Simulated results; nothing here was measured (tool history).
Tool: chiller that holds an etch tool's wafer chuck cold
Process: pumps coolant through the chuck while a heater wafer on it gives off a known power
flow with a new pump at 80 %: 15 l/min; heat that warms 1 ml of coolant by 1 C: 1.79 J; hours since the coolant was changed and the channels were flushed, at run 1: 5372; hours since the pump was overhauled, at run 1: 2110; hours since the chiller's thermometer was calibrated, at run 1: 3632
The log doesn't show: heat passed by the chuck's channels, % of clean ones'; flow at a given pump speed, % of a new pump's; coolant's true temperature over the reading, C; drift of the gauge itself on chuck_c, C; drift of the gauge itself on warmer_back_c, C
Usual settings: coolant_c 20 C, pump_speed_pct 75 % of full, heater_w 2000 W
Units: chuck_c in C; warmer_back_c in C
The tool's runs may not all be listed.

run    hour  coolant_c  pump_speed_pct  heater_w  hours since the coolant was changed and the channels were flushed  hours since the pump was overhauled  hours since the chiller's thermometer was calibrated  chuck_c  warmer_back_c
  1     0.0         20              75      2000                                                               5372                                 2110                                                  3632    32.22           4.78
  2    72.5         20              75      2000                                                               5445                                 2182                                                  3705    32.25           4.81
  3   122.5         16              75      2000                                                               5495                                 2232                                                  3755    28.11           4.83
  4   185.5         16              75      2000                                                               5558                                 2295                                                  3818    28.27           4.78
  5   230.5         20              80      2000                                                               5603                                 2340                                                  3863    31.49           4.51
  6   281.1         20              80      2000                                                               5654                                 2391                                                  3913    31.43           4.49
  7   345.3         20              61      2000                                                               5718                                 2455                                                  3978    34.53           6.05
      357.5  -- chiller's thermometer calibrated
  8   391.7         20              75      1191                                                               5763                                 2501                                                    34    27.06           2.84
  9   424.4         20              75      2000                                                               5796                                 2533                                                    67    31.96           4.81
 10   472.0         20              75      2000                                                               5843                                 2581                                                   114    31.92           4.81
 11   540.3         20              75      2000                                                               5912                                 2649                                                   183    32.05           4.76
 12   576.3         20              75      2000                                                               5948                                 2685                                                   219    31.89           4.84
 13   654.3         20              75      2000                                                               6026                                 2763                                                   297    32.07           4.80
 14   724.1         20              75      2000                                                               6096                                 2833                                                   367    31.91           4.75
      789.1  -- gauge calibrated
 15   796.2         20              67      2000                                                               6168                                 2905                                                   439    33.37           5.43
 16   830.3         20              67      2000                                                               6202                                 2939                                                   473    33.37           5.41
      890.7  -- coolant changed, channels flushed
 17   890.7         12              73      1537                                                                  0                                 2994                                                   527    21.56           3.81
 18   964.6         25              73      2517                                                                 74                                 3067                                                   601    40.63           6.24
 19  1021.9         21              97      1692                                                                131                                 3125                                                   658    29.17           3.07
 20  1090.7         12              75      2866                                                                200                                 3194                                                   727    29.43           6.86
 21  1160.2         19              67      1005                                                                269                                 3263                                                   797    25.51           2.76
 22  1230.1         19              67      1005                                                                339                                 3333                                                   867    25.54           2.74
 23  1269.5         20              75      1432                                                                379                                 3372                                                   906    28.58           3.42
 24  1318.9         20              68      1315                                                                428                                 3422                                                   955    28.48           3.53
 25  1376.8         20              78      2617                                                                486                                 3480                                                  1013    35.26           6.06
 26  1452.7         24              83      2617                                                                562                                 3556                                                  1089    38.33           5.58
 27  1489.6         24              83      2617                                                                599                                 3592                                                  1126    38.30           5.60
 28  1538.6         24              67      2976                                                                648                                 3641                                                  1175    43.70           8.13
 29  1598.2         24              89      2976                                                                707                                 3701                                                  1235    39.32           5.94
 30  1651.7         13              75      2773                                                                761                                 3755                                                  1288    29.56           6.64
 31  1717.8         13              75      2773                                                                827                                 3821                                                  1354    29.47           6.68

Forecast each of these 4 alternatives for the next run:
  A  1765.3         11              75      2725                                                                875                                 3868                                                  1402        ?              ?
  B  1765.3         14              64      2773                                                                875                                 3868                                                  1402        ?              ?
  C  1765.3         20              81      1853                                                                875                                 3868                                                  1402        ?              ?
  D  1765.3         13              66      2773                                                                875                                 3868                                                  1402        ?              ?

run  chuck_c  warmer_back_c
  A    27.18           6.54
  B    32.94           7.93
  C    30.17           4.11
  D    31.52           7.66
Without the tool's hidden state the same runs would have given:
run  chuck_c  warmer_back_c
  A    27.61           6.54
  B    33.37           7.93
  C    30.61           4.10
  D    31.94           7.66
